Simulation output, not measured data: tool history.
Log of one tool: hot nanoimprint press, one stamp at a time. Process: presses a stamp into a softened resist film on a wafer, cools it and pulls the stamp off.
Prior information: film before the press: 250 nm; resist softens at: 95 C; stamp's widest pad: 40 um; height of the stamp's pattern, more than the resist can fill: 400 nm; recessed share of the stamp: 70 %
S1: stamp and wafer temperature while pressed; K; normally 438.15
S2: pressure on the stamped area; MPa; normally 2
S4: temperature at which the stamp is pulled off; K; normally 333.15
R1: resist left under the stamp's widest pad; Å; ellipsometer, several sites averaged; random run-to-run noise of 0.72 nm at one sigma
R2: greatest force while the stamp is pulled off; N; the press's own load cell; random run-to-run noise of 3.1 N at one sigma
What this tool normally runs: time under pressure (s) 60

run 1 hour=0 | S1=438.15 S2=2 time_under_pressure_(s)=60 S4=333.15 | R1=1527 R2=205
run 2 hour=9.1 | S1=436.15 S2=2 time_under_pressure_(s)=60 S4=333.15 | R1=1599 R2=204
run 3 hour=16.6 | S1=436.15 S2=2 time_under_pressure_(s)=60 S4=333.15 | R1=1586 R2=212
run 4 hour=20.7 | S1=438.15 S2=2 time_under_pressure_(s)=60 S4=333.15 | R1=1526 R2=205
run 5 hour=28.3 | S1=438.15 S2=1.32 time_under_pressure_(s)=60 S4=333.15 | R1=1798 R2=202
run 6 hour=34.3 | S1=438.15 S2=1.32 time_under_pressure_(s)=60 S4=333.15 | R1=1815 R2=208
run 7 hour=40.7 | S1=438.15 S2=2 time_under_pressure_(s)=60 S4=333.15 | R1=1525 R2=204
run 8 hour=46 | S1=438.15 S2=2 time_under_pressure_(s)=60 S4=333.15 | R1=1523 R2=214
run 9 hour=51.5 | S1=438.15 S2=2 time_under_pressure_(s)=60 S4=333.15 | R1=1520 R2=207
run 10 hour=58.4 | S1=438.15 S2=2 time_under_pressure_(s)=60 S4=333.15 | R1=1531 R2=208
run 11 hour=62.8 | S1=438.15 S2=2 time_under_pressure_(s)=60 S4=333.15 | R1=1529 R2=205
run 12 hour=68.6 | S1=438.15 S2=2 time_under_pressure_(s)=60 S4=333.15 | R1=1520 R2=208
run 13 hour=75.5 | S1=438.15 S2=2 time_under_pressure_(s)=60 S4=333.15 | R1=1535 R2=209
-- hour=84.8 stamp cleaned and given a new release coat
run 14 hour=86.1 | S1=438.15 S2=2 time_under_pressure_(s)=60 S4=320.15 | R1=1538 R2=205
run 15 hour=91 | S1=438.15 S2=2 time_under_pressure_(s)=60 S4=320.15 | R1=1523 R2=195
run 16 hour=97.4 | S1=437.15 S2=1.98 time_under_pressure_(s)=56 S4=338.15 | R1=1600 R2=130
run 17 hour=102.3 | S1=441.15 S2=2 time_under_pressure_(s)=48 S4=333.15 | R1=1511 R2=150
run 18 hour=108.5 | S1=441.15 S2=2 time_under_pressure_(s)=48 S4=333.15 | R1=1512 R2=149
run 19 hour=114.7 | S1=441.15 S2=2 time_under_pressure_(s)=48 S4=333.15 | R1=1510 R2=148
run 20 hour=120.2 | S1=441.15 S2=2 time_under_pressure_(s)=48 S4=326.15 | R1=1502 R2=172
run 21 hour=127.5 | S1=441.15 S2=1.33 time_under_pressure_(s)=48 S4=326.15 | R1=1795 R2=180
run 22 hour=136.9 | S1=441.15 S2=1.33 time_under_pressure_(s)=48 S4=326.15 | R1=1810 R2=173
run 23 hour=142.9 | S1=441.15 S2=1.47 time_under_pressure_(s)=48 S4=325.15 | R1=1724 R2=180
run 24 hour=149.3 | S1=448.15 S2=1.47 time_under_pressure_(s)=65 S4=320.15 | R1=1380 R2=198
run 25 hour=156.5 | S1=437.15 S2=3.05 time_under_pressure_(s)=86 S4=323.15 | R1=1142 R2=196
run 26 hour=163.8 | S1=437.15 S2=2.9 time_under_pressure_(s)=86 S4=337.15 | R1=1178 R2=132
run 27 hour=172.1 | S1=438.15 S2=2.3 time_under_pressure_(s)=60 S4=331.15 | R1=1427 R2=161
run 28 hour=176.7 | S1=440.15 S2=1.82 time_under_pressure_(s)=33 S4=336.15 | R1=1745 R2=146
run 29 hour=182.2 | S1=436.15 S2=1.69 time_under_pressure_(s)=33 S4=333.15 | R1=1965 R2=158

Each row is a separate what-if for the run after 29, all from the same tool condition, not one after another. Results?
run A hour=190.1 | S1=430.15 S2=1.82 time_under_pressure_(s)=58 S4=333.15 | R1=? R2=?
run B hour=190.1 | S1=437.15 S2=1.69 time_under_pressure_(s)=33 S4=335.15 | R1=? R2=?
run C hour=190.1 | S1=438.15 S2=2.27 time_under_pressure_(s)=41 S4=333.15 | R1=? R2=?

run=A R1=1917 R2=156
run=B R1=1912 R2=149
run=C R1=1596 R2=156
Without the tool's hidden state the same runs would have given:
run=A R1=1871 R2=145
run=B R1=1871 R2=139
run=C R1=1547 R2=145
